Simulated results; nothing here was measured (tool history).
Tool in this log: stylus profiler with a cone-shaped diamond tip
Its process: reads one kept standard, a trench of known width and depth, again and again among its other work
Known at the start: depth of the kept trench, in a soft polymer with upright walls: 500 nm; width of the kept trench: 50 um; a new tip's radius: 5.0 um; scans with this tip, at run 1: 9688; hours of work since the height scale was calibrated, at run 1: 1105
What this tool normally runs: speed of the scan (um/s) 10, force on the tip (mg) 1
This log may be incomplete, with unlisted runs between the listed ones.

run    hour  speed of the scan (um/s)  force on the tip (mg)  scans with this tip  hours of work since the height scale was calibrated  depth of the trench (angstrom)  width of the trench's floor (µm)
  1       0                        10                      1                 9688                                                 1105                          5042.2                             45.58
  2    43.5                        10                      1                 9892                                                 1128                          5042.2                             45.57
  3    89.3                        10                      1                10107                                                 1153                            5044                             45.59
  4   129.8                         7                      1                10298                                                 1174                          5042.4                             45.62
  5   209.6                        10                      1                10672                                                 1217                          5046.2                             45.59
  6   253.2                        10                      1                10877                                                 1241                          5043.1                             45.61
  7   297.9                        10                      1                11087                                                 1264                          5043.2                             45.55
  8   337.6                        10                      1                11273                                                 1286                          5043.7                             45.58
  9   418.9                        10                      1                11655                                                 1329                          5043.7                             45.57
 10   480.7                        10                      1                11945                                                 1362                          5042.1                              45.6
 11   530.7                        10                      1                12180                                                 1389                          5043.1                             45.64
 12   577.9                        10                   1.25                12402                                                 1414                          5050.6                             45.55
 13     633                        10                   2.21                12660                                                 1444                          5074.2                             45.59
 14   711.2                        10                   0.57                13028                                                 1486                          5030.8                             45.58
 15   767.9                        10                      1                13294                                                 1516                          5041.7                             45.59
 16     858                        10                   0.36                13717                                                 1564                          5020.7                             45.48
 17   922.8                        10                   0.36                14021                                                 1599                          5021.7                             45.57
 18     963                        10                      1                14210                                                 1621                          5042.2                             45.59
 19  1050.9                        16                      1                14623                                                 1668                          5042.2                             45.56
 20  1113.5                        10                      1                14917                                                 1701                          5043.5                             45.57
 21    1181                        10                      1                15234                                                 1737                          5043.1                             45.58
 22  1222.7                        10                      1                15429                                                 1760                          5043.5                             45.59
 23  1314.9                        10                      1                15862                                                 1809                          5043.3                             45.55
 24  1354.2                        10                   0.34                16047                                                 1830                          5021.5                             45.54
 25  1402.4                        10                   0.34                16273                                                 1856                          5020.7                             45.53
 26  1452.8                        31                   2.14                16510                                                 1883                          5073.1                             45.53
 27  1527.9                        31                   2.14                16862                                                 1923                          5072.3                             45.57
 28  1614.1                         9                   2.51                17267                                                 1969                          5079.9                              45.6

Forecast run 29:
 29  1677.2                        16                   2.68                17563                                                 2003                               ?                                 ?

depth of the trench (angstrom): 5083.8
width of the trench's floor (µm): 45.58
Take away the tool's hidden state, keep the run-to-run variation as it was, and the same run would have given depth of the trench (angstrom) 5084, width of the trench's floor (µm) 45.59.
